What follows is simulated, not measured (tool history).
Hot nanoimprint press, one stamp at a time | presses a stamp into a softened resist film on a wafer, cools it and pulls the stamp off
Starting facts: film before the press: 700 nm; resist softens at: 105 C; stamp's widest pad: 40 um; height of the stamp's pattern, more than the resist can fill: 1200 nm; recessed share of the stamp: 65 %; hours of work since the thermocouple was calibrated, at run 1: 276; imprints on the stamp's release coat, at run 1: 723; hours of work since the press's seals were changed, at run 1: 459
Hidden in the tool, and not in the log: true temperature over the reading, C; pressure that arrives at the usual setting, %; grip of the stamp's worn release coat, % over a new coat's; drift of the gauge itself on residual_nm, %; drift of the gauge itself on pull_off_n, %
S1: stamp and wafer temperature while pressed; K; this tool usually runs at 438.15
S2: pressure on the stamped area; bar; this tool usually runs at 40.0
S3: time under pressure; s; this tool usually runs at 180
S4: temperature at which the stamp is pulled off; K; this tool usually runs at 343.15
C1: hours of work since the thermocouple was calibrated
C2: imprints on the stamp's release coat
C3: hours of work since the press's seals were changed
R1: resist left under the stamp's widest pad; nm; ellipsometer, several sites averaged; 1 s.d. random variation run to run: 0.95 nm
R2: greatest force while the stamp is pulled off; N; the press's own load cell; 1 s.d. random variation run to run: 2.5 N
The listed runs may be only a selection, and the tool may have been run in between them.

run 1 day=0.000 | S1=438.15 S2=40.0 S3=180 S4=343.15 | C1=276 C2=723 C3=459 | R1=353.4 R2=149
run 2 day=0.900 | S1=438.15 S2=40.0 S3=180 S4=350.15 | C1=287 C2=791 C3=470 | R1=353.9 R2=127
run 3 day=1.717 | S1=438.15 S2=40.0 S3=180 S4=350.15 | C1=298 C2=853 C3=481 | R1=350.8 R2=134
run 4 day=2.879 | S1=438.15 S2=40.0 S3=180 S4=343.15 | C1=312 C2=940 C3=495 | R1=350.1 R2=162
run 5 day=3.404 | S1=438.15 S2=40.0 S3=180 S4=343.15 | C1=319 C2=980 C3=502 | R1=351.6 R2=155
run 6 day=4.317 | S1=438.15 S2=40.0 S3=180 S4=343.15 | C1=330 C2=1048 C3=513 | R1=349.6 R2=166
run 7 day=4.812 | S1=438.15 S2=40.0 S3=180 S4=343.15 | C1=336 C2=1086 C3=519 | R1=349.9 R2=161
run 8 day=5.842 | S1=438.15 S2=40.0 S3=180 S4=343.15 | C1=349 C2=1163 C3=532 | R1=349.9 R2=165
run 9 day=6.683 | S1=438.15 S2=40.0 S3=180 S4=343.15 | C1=360 C2=1227 C3=543 | R1=349.9 R2=165
run 10 day=7.746 | S1=438.15 S2=40.0 S3=161 S4=343.15 | C1=373 C2=1307 C3=556 | R1=360.5 R2=177
run 11 day=8.267 | S1=438.15 S2=40.0 S3=161 S4=343.15 | C1=380 C2=1346 C3=563 | R1=362.1 R2=180
run 12 day=9.054 | S1=433.15 S2=40.0 S3=180 S4=343.15 | C1=389 C2=1405 C3=572 | R1=421.8 R2=184
run 13 day=9.738 | S1=433.15 S2=40.0 S3=180 S4=343.15 | C1=398 C2=1457 C3=581 | R1=421.8 R2=183
-- day=10.721 stamp cleaned and given a new release coat
run 14 day=10.979 | S1=448.15 S2=40.0 S3=180 S4=343.15 | C1=410 C2=19 C3=593 | R1=238.2 R2=111
run 15 day=12.083 | S1=438.15 S2=40.0 S3=180 S4=343.15 | C1=424 C2=103 C3=607 | R1=346.7 R2=118
run 16 day=12.596 | S1=435.15 S2=58.2 S3=316 S4=343.15 | C1=431 C2=141 C3=614 | R1=267.1 R2=120
-- day=13.242 plate thermocouple calibrated
run 17 day=13.504 | S1=435.15 S2=58.2 S3=316 S4=343.15 | C1=3 C2=200 C3=623 | R1=260.8 R2=122
run 18 day=14.604 | S1=428.15 S2=25.5 S3=151 S4=343.15 | C1=17 C2=283 C3=637 | R1=582.6 R2=119
run 19 day=15.208 | S1=431.15 S2=36.4 S3=180 S4=349.15 | C1=25 C2=329 C3=645 | R1=458.6 R2=114
run 20 day=16.096 | S1=431.15 S2=36.4 S3=180 S4=349.15 | C1=36 C2=396 C3=656 | R1=458.6 R2=112
run 21 day=17.142 | S1=431.15 S2=36.4 S3=180 S4=349.15 | C1=49 C2=474 C3=669 | R1=459.3 R2=113
run 22 day=17.846 | S1=431.15 S2=36.4 S3=180 S4=349.15 | C1=58 C2=527 C3=678 | R1=461.7 R2=119
-- day=18.462 plate thermocouple calibrated, once more
run 23 day=18.629 | S1=431.15 S2=36.4 S3=180 S4=349.15 | C1=2 C2=577 C3=686 | R1=491.2 R2=124
run 24 day=19.775 | S1=438.15 S2=32.0 S3=180 S4=344.15 | C1=16 C2=663 C3=700 | R1=405.6 R2=139
-- day=20.767 press's hydraulic seals changed and the load cell set to zero
run 25 day=20.800 | S1=428.15 S2=41.3 S3=118 S4=335.15 | C1=25 C2=715 C3=0 | R1=553.5 R2=167
run 26 day=21.446 | S1=428.15 S2=41.3 S3=118 S4=335.15 | C1=33 C2=764 C3=8 | R1=552.6 R2=176
run 27 day=22.421 | S1=428.15 S2=41.3 S3=118 S4=335.15 | C1=45 C2=837 C3=21 | R1=554.5 R2=171
run 28 day=23.379 | S1=428.15 S2=41.3 S3=118 S4=335.15 | C1=57 C2=909 C3=33 | R1=552.2 R2=179
run 29 day=24.225 | S1=436.15 S2=37.1 S3=102 S4=343.15 | C1=68 C2=973 C3=43 | R1=466.0 R2=162

What if the next run were any one of these 4? Each begins from the tool's condition after run 29:
run A day=25.288 | S1=436.15 S2=56.0 S3=102 S4=343.15 | C1=81 C2=1053 C3=57 | R1=? R2=?
run B day=25.288 | S1=438.15 S2=26.5 S3=180 S4=331.15 | C1=81 C2=1053 C3=57 | R1=? R2=?
run C day=25.288 | S1=438.15 S2=40.0 S3=247 S4=343.15 | C1=81 C2=1053 C3=57 | R1=? R2=?
run D day=25.288 | S1=438.15 S2=52.3 S3=180 S4=343.15 | C1=81 C2=1053 C3=57 | R1=? R2=?

run=A R1=387.5 R2=166
run=B R1=432.3 R2=195
run=C R1=319.5 R2=164
run=D R1=308.2 R2=170
With the hidden condition removed and each run's random variation left untouched, the same runs would have given:
run=A R1=391.5 R2=116
run=B R1=436.6 R2=135
run=C R1=323.2 R2=114
run=D R1=311.6 R2=118
